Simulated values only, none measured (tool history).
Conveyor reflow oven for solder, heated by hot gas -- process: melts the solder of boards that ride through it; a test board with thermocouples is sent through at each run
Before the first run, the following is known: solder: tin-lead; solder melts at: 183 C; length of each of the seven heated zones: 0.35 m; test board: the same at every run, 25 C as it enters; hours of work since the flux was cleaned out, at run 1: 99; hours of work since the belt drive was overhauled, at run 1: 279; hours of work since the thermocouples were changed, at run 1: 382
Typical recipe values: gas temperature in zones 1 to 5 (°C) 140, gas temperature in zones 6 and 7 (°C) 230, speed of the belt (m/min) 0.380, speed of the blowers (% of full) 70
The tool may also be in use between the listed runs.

run   hour  gas temperature in zones 1 to 5 (°C)  gas temperature in zones 6 and 7 (°C)  speed of the belt (m/min)  speed of the blowers (% of full)  hours of work since the flux was cleaned out  hours of work since the belt drive was overhauled  hours of work since the thermocouples were changed  highest temperature of the board (°C)  time above the solder's melting point (s)
  1    0.0                                   140                                    230                      0.380                                70                                            99                                                279                                                 382                                  220.4                                       89.7
  2   13.5                                   140                                    230                      0.380                                70                                           107                                                287                                                 390                                  220.5                                       89.7
  3   21.9                                   144                                    230                      0.380                                70                                           112                                                292                                                 395                                  221.0                                       92.2
  4   31.2                                   140                                    230                      0.380                                70                                           118                                                298                                                 401                                  220.5                                       89.5
  5   41.3                                   140                                    230                      0.380                                70                                           124                                                304                                                 407                                  220.5                                       89.5
  6   53.1                                   140                                    230                      0.380                                70                                           131                                                312                                                 415                                  220.3                                       89.4
  7   65.9                                   140                                    230                      0.380                                56                                           139                                                319                                                 423                                  217.6                                       85.4
  8   73.4                                   140                                    230                      0.380                                56                                           144                                                324                                                 427                                  217.3                                       85.8
  9   85.3                                   140                                    230                      0.380                                56                                           151                                                331                                                 434                                  217.5                                       85.4
 10   93.9                                   140                                    230                      0.434                                56                                           157                                                337                                                 440                                  213.7                                       69.5
 11  106.8                                   140                                    230                      0.434                                68                                           165                                                345                                                 448                                  216.4                                       73.8
 12  113.4                                   140                                    230                      0.387                                70                                           169                                                349                                                 452                                  219.9                                       87.5
 13  125.6                                   140                                    230                      0.380                                70                                           176                                                356                                                 459                                  220.5                                       89.5
 14  136.5                                   140                                    230                      0.380                                70                                           183                                                363                                                 466                                  220.4                                       90.0
 15  144.2                                   135                                    241                      0.437                                64                                           188                                                368                                                 471                                  224.8                                       77.8
 16  156.3                                   140                                    230                      0.389                                70                                           195                                                375                                                 478                                  220.0                                       86.9
 17  163.8                                   152                                    230                      0.389                                68                                           200                                                380                                                 483                                  220.9                                       94.1
 18  173.3                                   143                                    226                      0.446                                51                                           206                                                386                                                 489                                  208.3                                       62.1
 19  186.0                                   140                                    230                      0.329                                84                                           213                                                393                                                 497                                  225.1                                      110.1
 20  197.3                                   140                                    230                      0.329                                84                                           220                                                400                                                 504                                  225.0                                      110.1
 21  203.3                                   140                                    232                      0.418                                88                                           224                                                404                                                 507                                  223.2                                       83.9
 22  217.4                                   140                                    227                      0.341                                78                                           233                                                413                                                 516                                  221.0                                      102.4
 23  223.7                                   131                                    227                      0.313                                78                                           237                                                417                                                 520                                  221.7                                      108.6
 24  236.4                                   131                                    227                      0.313                                78                                           245                                                425                                                 528                                  222.0                                      108.7
 25  242.5                                   131                                    227                      0.313                                78                                           248                                                428                                                 531                                  221.9                                      109.0
 26  248.8                                   140                                    230                      0.318                                70                                           252                                                432                                                 535                                  223.9                                      112.9
 27  260.6                                   153                                    238                      0.380                                79                                           259                                                439                                                 543                                  230.9                                      104.1

Branching from run 27: 3 alternative next runs. What would each branch give?
  A  269.2                                   153                                    238                      0.377                                67                                           265                                                445                                                 548                                      ?                                          ?
  B  269.2                                   152                                    230                      0.459                                70                                           265                                                445                                                 548                                      ?                                          ?
  C  269.2                                   153                                    229                      0.380                                53                                           265                                                445                                                 548                                      ?                                          ?

run  highest temperature of the board (°C)  time above the solder's melting point (s)
  A                                  228.8                                      103.6
  B                                  217.6                                       76.0
  C                                  217.8                                       92.9
Take away the tool's hidden state, keep each run's random variation, and the runs would have read:
run  highest temperature of the board (°C)  time above the solder's melting point (s)
  A                                  228.7                                      103.5
  B                                  217.6                                       76.0
  C                                  217.8                                       92.9
